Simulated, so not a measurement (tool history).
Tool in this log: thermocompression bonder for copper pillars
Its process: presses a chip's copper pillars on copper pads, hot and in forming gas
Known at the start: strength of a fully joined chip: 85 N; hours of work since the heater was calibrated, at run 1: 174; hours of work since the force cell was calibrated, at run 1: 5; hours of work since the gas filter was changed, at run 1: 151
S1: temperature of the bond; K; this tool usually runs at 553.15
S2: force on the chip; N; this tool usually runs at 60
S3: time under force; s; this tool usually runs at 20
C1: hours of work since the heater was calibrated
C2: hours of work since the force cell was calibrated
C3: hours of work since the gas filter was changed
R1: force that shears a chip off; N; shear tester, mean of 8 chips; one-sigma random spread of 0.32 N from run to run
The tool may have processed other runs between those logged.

Run 1, hour 0: usual settings; C1 174; C2 5; C3 151. Result: R1 35.2 N.
Run 2, hour 20.7: usual settings; C1 188; C2 19; C3 165. Result: R1 35 N.
At hour 34.8: forming gas filter changed.
Run 3, hour 58: usual settings; C1 213; C2 43; C3 16. Result: R1 36 N.
Run 4, hour 75.4: usual settings; C1 225; C2 55; C3 27. Result: R1 36.1 N.
Run 5, hour 105.5: usual settings; C1 245; C2 75; C3 47. Result: R1 35.7 N.
Run 6, hour 129.9: usual settings; C1 261; C2 92; C3 64. Result: R1 35.2 N.
Run 7, hour 157.4: usual settings but S2 83 N; C1 280; C2 110; C3 82. Result: R1 40.9 N.
Run 8, hour 175.9: usual settings but S2 83 N; C1 292; C2 123; C3 95. Result: R1 40.3 N.
Run 9, hour 210.6: usual settings but S2 83 N; C1 315; C2 146; C3 118. Result: R1 40.2 N.
Run 10, hour 231.8: usual settings but S2 83 N; C1 330; C2 160; C3 132. Result: R1 39.4 N.
Run 11, hour 260.7: usual settings but S2 83 N; C1 349; C2 179; C3 151. Result: R1 38.8 N.
Run 12, hour 293.1: usual settings but S2 83 N; C1 371; C2 201; C3 173. Result: R1 38.9 N.
At hour 295.7: forming gas filter changed.
Run 13, hour 322.9: usual settings but S2 83 N; C1 390; C2 221; C3 18. Result: R1 40.1 N.
Run 14, hour 350: usual settings but S3 12 s; C1 408; C2 239; C3 36. Result: R1 27.8 N.
Run 15, hour 365.3: usual settings but S3 12 s; C1 419; C2 249; C3 47. Result: R1 27.5 N.
Run 16, hour 392.3: usual settings but S3 21 s; C1 437; C2 267; C3 65. Result: R1 34.7 N.
Run 17, hour 417.9: usual settings but S3 21 s; C1 454; C2 284; C3 82. Result: R1 33.9 N.
Run 18, hour 454.9: usual settings but S2 82 N, S3 21 s; C1 479; C2 309; C3 107. Result: R1 38.6 N.
Run 19, hour 476.5: usual settings but S3 24 s; C1 493; C2 324; C3 121. Result: R1 34.6 N.
Run 20, hour 509: usual settings but S2 81 N; C1 515; C2 346; C3 143. Result: R1 37.2 N.
Run 21, hour 537.5: usual settings but S1 552.15 K, S2 81 N; C1 534; C2 365; C3 162. Result: R1 36.2 N.
At hour 555.9: forming gas filter changed.
Run 22, hour 566.9: usual settings but S1 552.15 K, S2 81 N; C1 554; C2 384; C3 7. Result: R1 37.5 N.
At hour 591.8: heater calibrated with a thermocouple chip.
Run 23, hour 591.8: usual settings but S1 536.15 K, S2 71 N, S3 39 s; C1 0; C2 399; C3 23. Result: R1 42.1 N.
Run 24, hour 628: usual settings but S1 536.15 K, S2 71 N, S3 39 s; C1 24; C2 424; C3 47. Result: R1 42.2 N.
Run 25, hour 647.9: usual settings but S1 547.15 K, S2 68 N, S3 33 s; C1 38; C2 437; C3 60. Result: R1 45.3 N.
Run 26, hour 668: usual settings but S1 537.15 K, S2 40 N, S3 19 s; C1 51; C2 451; C3 74. Result: R1 23.7 N.
Run 27, hour 687.1: usual settings but S1 537.15 K, S2 61 N, S3 36 s; C1 64; C2 463; C3 87. Result: R1 37.5 N.
Run 28, hour 705.3: usual settings but S2 55 N, S3 10 s; C1 76; C2 476; C3 99. Result: R1 28.5 N.
Run 29, hour 729.1: usual settings but S1 580.15 K; C1 92; C2 491; C3 115. Result: R1 53.6 N.
Run 30, hour 759.1: usual settings but S1 540.15 K, S2 39 N; C1 112; C2 512; C3 135. Result: R1 25 N.
Run 31, hour 794.4: usual settings but S1 525.15 K, S2 70 N; C1 136; C2 535; C3 159. Result: R1 25 N.
Run 32, hour 810.8: usual settings but S1 525.15 K, S2 70 N; C1 147; C2 546; C3 170. Result: R1 24.7 N.
At hour 819.1: forming gas filter changed.
Run 33, hour 827.4: usual settings but S2 50 N, S3 11 s; C1 158; C2 557; C3 6. Result: R1 28.2 N.
Run 34, hour 850.9: usual settings but S2 50 N, S3 11 s; C1 173; C2 573; C3 21. Result: R1 28 N.
Run 35, hour 872.8: usual settings but S1 540.15 K, S2 55 N; C1 188; C2 588; C3 36. Result: R1 29.6 N.
Run 36, hour 902.7: usual settings but S1 540.15 K, S2 55 N; C1 208; C2 608; C3 56. Result: R1 28.8 N.
Run 37, hour 940.5: usual settings but S1 533.15 K, S2 56 N, S3 26 s; C1 233; C2 633; C3 81. Result: R1 28.1 N.
Run 38, hour 966.1: usual settings but S1 575.15 K, S2 77 N, S3 32 s; C1 251; C2 650; C3 99. Result: R1 60.9 N.
Run 39, hour 987.7: usual settings but S3 33 s; C1 265; C2 665; C3 113. Result: R1 43 N.

What if the next run were any one of these 4? Each begins from the tool's condition after run 39:
Run A, hour 1018.9: usual settings but S1 528.15 K, S2 88 N, S3 33 s; C1 286; C2 685; C3 134. Result: R1 ?.
Run B, hour 1018.9: usual settings but S1 564.15 K; C1 286; C2 685; C3 134. Result: R1 ?.
Run C, hour 1018.9: usual settings but S2 85 N, S3 51 s; C1 286; C2 685; C3 134. Result: R1 ?.
Run D, hour 1018.9: usual settings but S2 72 N, S3 33 s; C1 286; C2 685; C3 134. Result: R1 ?.

run    R1
  A  34.2
  B  42.1
  C  55.2
  D    46
Take away the tool's hidden state, keep each run's random variation, and the runs would have read:
run    R1
  A  37.9
  B  45.9
  C  59.6
  D  50.1

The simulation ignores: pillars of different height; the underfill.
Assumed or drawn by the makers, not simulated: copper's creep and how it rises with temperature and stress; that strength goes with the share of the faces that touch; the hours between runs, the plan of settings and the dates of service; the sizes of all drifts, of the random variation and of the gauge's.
